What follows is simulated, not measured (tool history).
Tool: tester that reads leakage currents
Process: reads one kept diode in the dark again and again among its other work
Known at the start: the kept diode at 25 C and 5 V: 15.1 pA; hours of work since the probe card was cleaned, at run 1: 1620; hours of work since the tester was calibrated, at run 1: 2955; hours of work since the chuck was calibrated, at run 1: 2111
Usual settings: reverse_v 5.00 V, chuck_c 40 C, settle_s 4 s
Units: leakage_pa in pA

| run | hour | reverse_v | chuck_c | settle_s | hours of work since the probe card was cleaned | hours of work since the tester was calibrated | hours of work since the chuck was calibrated | leakage_pa |
|---|---|---|---|---|---|---|---|---|
| 1 | 0.0 | 5.00 | 40 | 4 | 1620 | 2955 | 2111 | 74.81 |
|  | 20.3 | chuck's temperature calibrated |
| 2 | 76.1 | 5.00 | 40 | 4 | 1670 | 3005 | 38 | 63.04 |
|  | 142.7 | probe card cleaned and baked |
| 3 | 164.6 | 5.00 | 40 | 4 | 15 | 3063 | 96 | 54.77 |
| 4 | 280.2 | 5.00 | 40 | 4 | 93 | 3142 | 175 | 55.38 |
| 5 | 363.7 | 6.64 | 40 | 4 | 150 | 3199 | 231 | 63.41 |
| 6 | 416.1 | 6.64 | 40 | 4 | 186 | 3234 | 267 | 63.29 |
| 7 | 488.7 | 5.00 | 29 | 4 | 235 | 3283 | 316 | 23.08 |
| 8 | 596.7 | 5.00 | 38 | 4 | 309 | 3357 | 390 | 49.07 |
| 9 | 676.2 | 5.00 | 38 | 4 | 363 | 3411 | 444 | 49.74 |
| 10 | 768.9 | 5.00 | 25 | 4 | 426 | 3474 | 507 | 17.84 |
| 11 | 817.9 | 5.00 | 40 | 4 | 459 | 3507 | 540 | 59.15 |
| 12 | 905.9 | 5.00 | 27 | 4 | 519 | 3567 | 600 | 21.65 |
| 13 | 991.8 | 5.00 | 40 | 4 | 577 | 3626 | 659 | 60.16 |
| 14 | 1083.8 | 5.00 | 40 | 4 | 640 | 3688 | 721 | 60.98 |
| 15 | 1152.6 | 5.00 | 40 | 4 | 687 | 3735 | 768 | 61.05 |
| 16 | 1249.9 | 5.00 | 40 | 4 | 753 | 3801 | 834 | 61.86 |
| 17 | 1317.1 | 5.00 | 40 | 4 | 799 | 3847 | 880 | 62.58 |
| 18 | 1385.3 | 5.00 | 40 | 4 | 845 | 3893 | 926 | 63.01 |
| 19 | 1482.7 | 1.75 | 40 | 4 | 911 | 3959 | 992 | 39.57 |
| 20 | 1596.9 | 1.71 | 57 | 4 | 989 | 4037 | 1070 | 141.52 |
| 21 | 1645.8 | 1.71 | 57 | 4 | 1022 | 4070 | 1103 | 141.81 |
| 22 | 1760.7 | 1.71 | 57 | 4 | 1100 | 4148 | 1181 | 142.71 |

Run 23 comes next. What will it give?
| 23 | 1876.8 | 1.15 | 42 | 4 | 1179 | 4227 | 1260 | ? |

{"run 23": {"leakage_pa": 39.71}}
Without the tool's hidden state the same run would have given leakage_pa 34.75 pA.

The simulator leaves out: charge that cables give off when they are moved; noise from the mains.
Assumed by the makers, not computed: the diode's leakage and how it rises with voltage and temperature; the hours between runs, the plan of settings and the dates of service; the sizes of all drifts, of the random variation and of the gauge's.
